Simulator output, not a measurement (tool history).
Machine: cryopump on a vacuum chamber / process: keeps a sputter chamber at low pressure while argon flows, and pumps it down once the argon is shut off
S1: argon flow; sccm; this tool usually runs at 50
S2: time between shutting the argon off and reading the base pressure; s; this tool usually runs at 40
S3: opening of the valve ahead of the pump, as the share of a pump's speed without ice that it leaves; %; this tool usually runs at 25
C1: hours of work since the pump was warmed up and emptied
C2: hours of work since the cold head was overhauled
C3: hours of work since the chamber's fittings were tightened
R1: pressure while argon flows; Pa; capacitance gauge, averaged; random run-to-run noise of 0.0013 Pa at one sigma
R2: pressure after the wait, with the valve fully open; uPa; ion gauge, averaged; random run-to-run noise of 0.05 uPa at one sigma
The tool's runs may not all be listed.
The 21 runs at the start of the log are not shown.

-- hour=756.0 pump warmed up, emptied and cooled again
run 22 hour=786.8 | S1=22 S2=59 S3=19 | C1=24 C2=1073 C3=1176 | R1=0.1725 R2=2.77
run 23 hour=832.1 | S1=74 S2=40 S3=30 | C1=60 C2=1108 C3=1212 | R1=0.3726 R2=3.81
run 24 hour=853.1 | S1=74 S2=40 S3=30 | C1=76 C2=1125 C3=1228 | R1=0.3716 R2=3.78
run 25 hour=886.0 | S1=48 S2=120 S3=48 | C1=102 C2=1151 C3=1254 | R1=0.1526 R2=1.86
run 26 hour=906.6 | S1=21 S2=40 S3=25 | C1=119 C2=1167 C3=1270 | R1=0.1249 R2=3.86
run 27 hour=942.6 | S1=21 S2=40 S3=40 | C1=147 C2=1195 C3=1299 | R1=0.0793 R2=3.87
run 28 hour=982.8 | S1=21 S2=40 S3=40 | C1=179 C2=1227 C3=1330 | R1=0.0803 R2=3.81
run 29 hour=1022.6 | S1=34 S2=161 S3=55 | C1=210 C2=1258 C3=1362 | R1=0.0954 R2=1.81
run 30 hour=1050.4 | S1=58 S2=78 S3=17 | C1=232 C2=1280 C3=1384 | R1=0.5120 R2=2.58
run 31 hour=1083.2 | S1=58 S2=75 S3=17 | C1=258 C2=1306 C3=1410 | R1=0.5127 R2=2.71
run 32 hour=1109.3 | S1=58 S2=75 S3=17 | C1=278 C2=1327 C3=1430 | R1=0.5133 R2=2.72
run 33 hour=1132.5 | S1=74 S2=75 S3=17 | C1=296 C2=1345 C3=1448 | R1=0.6586 R2=2.64

5 options for the next run, each taken on its own from the tool as it stands now. Forecast them:
run A hour=1159.4 | S1=47 S2=272 S3=17 | C1=318 C2=1366 C3=1470 | R1=? R2=?
run B hour=1159.4 | S1=30 S2=22 S3=28 | C1=318 C2=1366 C3=1470 | R1=? R2=?
run C hour=1159.4 | S1=53 S2=46 S3=46 | C1=318 C2=1366 C3=1470 | R1=? R2=?
run D hour=1159.4 | S1=34 S2=40 S3=34 | C1=318 C2=1366 C3=1470 | R1=? R2=?
run E hour=1159.4 | S1=74 S2=75 S3=35 | C1=318 C2=1366 C3=1470 | R1=? R2=?

run=A R1=0.4166 R2=1.62
run=B R1=0.1657 R2=6.24
run=C R1=0.1812 R2=3.72
run=D R1=0.1544 R2=4.00
run=E R1=0.3272 R2=2.81
The same runs, with their run-to-run variation unchanged, on a tool lacking any hidden condition would have given:
run=A R1=0.4071 R2=0.65
run=B R1=0.1596 R2=5.29
run=C R1=0.1704 R2=2.74
run=D R1=0.1476 R2=3.05
run=E R1=0.3122 R2=1.82
